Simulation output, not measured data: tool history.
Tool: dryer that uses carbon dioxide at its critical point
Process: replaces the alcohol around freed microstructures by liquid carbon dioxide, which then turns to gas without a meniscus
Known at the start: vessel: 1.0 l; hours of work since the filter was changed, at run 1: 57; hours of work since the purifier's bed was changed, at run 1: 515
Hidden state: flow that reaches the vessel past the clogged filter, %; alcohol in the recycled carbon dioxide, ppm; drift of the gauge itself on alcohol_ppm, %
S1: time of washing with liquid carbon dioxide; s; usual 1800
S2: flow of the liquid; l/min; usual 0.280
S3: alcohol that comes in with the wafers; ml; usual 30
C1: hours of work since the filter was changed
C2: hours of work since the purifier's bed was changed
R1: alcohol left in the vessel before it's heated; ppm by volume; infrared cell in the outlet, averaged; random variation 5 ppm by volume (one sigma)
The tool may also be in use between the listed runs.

run	hour	S1	S2	S3	C1	C2	R1
1	0.0	1800	0.280	30	57	515	72
2	25.1	1800	0.363	30	67	525	58
3	63.3	1800	0.363	30	82	541	57
4	106.0	1800	0.280	111	99	558	106
5	140.3	1260	0.280	30	113	571	207
6	161.5	1260	0.198	30	121	580	700
7	201.4	1260	0.198	30	137	595	726
8	232.5	1260	0.198	30	149	608	747
9	272.5	1260	0.198	30	165	624	781
10	320.6	1260	0.198	30	184	643	786
11	343.8	1260	0.198	30	194	652	786
12	370.1	1800	0.280	71	204	662	115
13	409.5	1800	0.220	94	220	678	373
14	447.0	1560	0.180	26	235	693	499
15	486.7	1560	0.180	26	250	709	518

Forecast each of these 3 alternatives for the next run:
A	508.7	1200	0.257	30	259	717	?
B	508.7	1800	0.206	45	259	717	?
C	508.7	2400	0.280	30	259	717	?

run	R1
A	456
B	281
C	68
Without the tool's hidden state the same runs would have given:
run	R1
A	217
B	106
C	0
